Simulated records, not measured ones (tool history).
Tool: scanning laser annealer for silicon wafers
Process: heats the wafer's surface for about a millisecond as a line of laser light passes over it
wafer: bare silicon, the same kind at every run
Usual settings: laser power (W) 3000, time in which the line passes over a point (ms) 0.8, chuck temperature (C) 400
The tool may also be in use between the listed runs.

| run | day | laser power (W) | time in which the line passes over a point (ms) | chuck temperature (C) | highest temperature of the surface (C) |
|---|---|---|---|---|---|
| 1 | 0 | 3000 | 0.8 | 400 | 1228 |
| 2 | 1.517 | 3000 | 0.8 | 400 | 1226 |
| 3 | 2.571 | 3000 | 0.8 | 419 | 1247 |
| 4 | 4.888 | 3000 | 0.8 | 419 | 1246 |
| 5 | 6.679 | 3000 | 0.8 | 419 | 1245 |
| 6 | 8.867 | 3000 | 0.8 | 419 | 1245 |
| 7 | 10.925 | 3000 | 0.8 | 419 | 1243 |
| 8 | 12.546 | 3000 | 0.8 | 419 | 1248 |
|  | 13.338 | window over the wafer cleaned |
| 9 | 14.142 | 3000 | 0.8 | 419 | 1249 |
| 10 | 16.2 | 3000 | 0.8 | 419 | 1246 |
| 11 | 18.45 | 3000 | 0.684 | 400 | 1169 |
| 12 | 19.517 | 3000 | 0.8 | 411 | 1240 |
| 13 | 21.796 | 3000 | 0.729 | 400 | 1191 |
| 14 | 22.792 | 3000 | 0.729 | 400 | 1195 |
| 15 | 24.829 | 3000 | 0.729 | 400 | 1195 |
| 16 | 26.033 | 3000 | 0.729 | 400 | 1195 |
| 17 | 27.067 | 3000 | 0.729 | 400 | 1195 |
| 18 | 28.675 | 3000 | 0.729 | 400 | 1195 |
| 19 | 30.629 | 3000 | 0.729 | 400 | 1189 |
| 20 | 31.704 | 3215 | 0.619 | 400 | 1210 |
| 21 | 32.962 | 3147 | 0.8 | 400 | 1280 |
| 22 | 34.825 | 3147 | 0.8 | 400 | 1278 |
| 23 | 35.971 | 3147 | 0.8 | 400 | 1283 |
| 24 | 38.004 | 2742 | 0.698 | 377 | 1067 |
| 25 | 39.817 | 2759 | 0.948 | 398 | 1199 |
| 26 | 41.079 | 2759 | 0.975 | 388 | 1195 |
| 27 | 42.583 | 2759 | 0.866 | 371 | 1141 |
|  | 44.129 | window over the wafer cleaned |
| 28 | 44.871 | 2759 | 0.866 | 371 | 1138 |
| 29 | 46.292 | 3000 | 0.8 | 427 | 1251 |
| 30 | 47.775 | 3000 | 0.643 | 400 | 1149 |
| 31 | 49.104 | 3118 | 0.97 | 404 | 1354 |
| 32 | 50.983 | 3090 | 0.8 | 400 | 1256 |
| 33 | 52.408 | 3188 | 0.998 | 400 | 1392 |
| 34 | 53.65 | 3188 | 0.998 | 400 | 1393 |

Forecast each of these 3 alternatives for the next run:
| A | 54.629 | 3000 | 0.798 | 400 | ? |
| B | 54.629 | 2572 | 0.998 | 390 | ? |
| C | 54.629 | 2892 | 0.998 | 400 | ? |

| run | highest temperature of the surface (C) |
|---|---|
| A | 1228 |
| B | 1138 |
| C | 1270 |
Without the tool's hidden state the same runs would have given:
| run | highest temperature of the surface (C) |
|---|---|
| A | 1228 |
| B | 1139 |
| C | 1271 |
